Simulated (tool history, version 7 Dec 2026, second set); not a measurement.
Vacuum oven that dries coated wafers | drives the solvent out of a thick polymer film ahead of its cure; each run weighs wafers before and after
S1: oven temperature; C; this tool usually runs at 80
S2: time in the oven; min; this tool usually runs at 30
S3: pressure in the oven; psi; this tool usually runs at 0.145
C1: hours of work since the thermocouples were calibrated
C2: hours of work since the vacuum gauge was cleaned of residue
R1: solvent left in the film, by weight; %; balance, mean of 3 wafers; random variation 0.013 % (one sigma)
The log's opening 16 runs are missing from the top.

| run | hour | S1 | S2 | S3 | C1 | C2 | R1 |
|---|---|---|---|---|---|---|---|
| 17 | 468.0 | 80 | 30 | 0.145 | 802 | 802 | 2.35 |
| 18 | 494.3 | 80 | 30 | 0.145 | 821 | 821 | 2.33 |
| 19 | 510.5 | 80 | 30 | 0.145 | 833 | 833 | 2.32 |
| 20 | 537.9 | 89 | 30 | 0.145 | 852 | 852 | 1.09 |
| 21 | 569.6 | 89 | 30 | 0.145 | 875 | 875 | 1.08 |
| 22 | 602.0 | 89 | 30 | 0.145 | 898 | 898 | 1.10 |
| 23 | 630.3 | 84 | 30 | 0.145 | 918 | 918 | 1.67 |
| 24 | 651.2 | 80 | 30 | 0.409 | 933 | 933 | 3.22 |
| 25 | 668.8 | 76 | 30 | 0.438 | 946 | 946 | 4.24 |
| 26 | 697.3 | 82 | 23 | 0.107 | 966 | 966 | 2.83 |
|  | 700.9 | vacuum gauge cleaned of residue and calibrated |
| 27 | 715.3 | 68 | 20 | 0.107 | 978 | 10 | 7.18 |
| 28 | 751.8 | 68 | 20 | 0.328 | 1004 | 36 | 8.08 |
| 29 | 784.6 | 68 | 20 | 0.328 | 1027 | 60 | 8.08 |
| 30 | 809.0 | 90 | 19 | 0.128 | 1045 | 77 | 2.19 |
| 31 | 841.5 | 87 | 24 | 0.145 | 1068 | 100 | 1.92 |
|  | 862.6 | vacuum gauge cleaned of residue and calibrated, once more |
| 32 | 864.4 | 87 | 24 | 0.293 | 1083 | 1 | 2.10 |
| 33 | 897.8 | 87 | 30 | 0.406 | 1107 | 25 | 1.82 |
| 34 | 920.3 | 87 | 17 | 0.093 | 1123 | 41 | 2.92 |
| 35 | 950.5 | 87 | 17 | 0.093 | 1145 | 63 | 2.91 |
| 36 | 988.4 | 87 | 17 | 0.093 | 1172 | 90 | 2.89 |
| 37 | 1016.8 | 87 | 17 | 0.093 | 1192 | 110 | 2.91 |
| 38 | 1034.8 | 83 | 18 | 0.145 | 1205 | 123 | 3.59 |

What if the next run were any one of these 5? Each begins from the tool's condition after run 38:
| A | 1063.7 | 83 | 48 | 0.538 | 1225 | 144 | ? |
| B | 1063.7 | 87 | 18 | 0.145 | 1225 | 144 | ? |
| C | 1063.7 | 83 | 54 | 0.145 | 1225 | 144 | ? |
| D | 1063.7 | 69 | 18 | 0.270 | 1225 | 144 | ? |
| E | 1063.7 | 89 | 18 | 0.162 | 1225 | 144 | ? |

| run | R1 |
|---|---|
| A | 2.00 |
| B | 2.76 |
| C | 0.65 |
| D | 7.65 |
| E | 2.41 |
The same runs, with their run-to-run variation unchanged, on a tool lacking any hidden condition would have given:
| run | R1 |
|---|---|
| A | 2.28 |
| B | 3.31 |
| C | 0.75 |
| D | 8.39 |
| E | 2.92 |
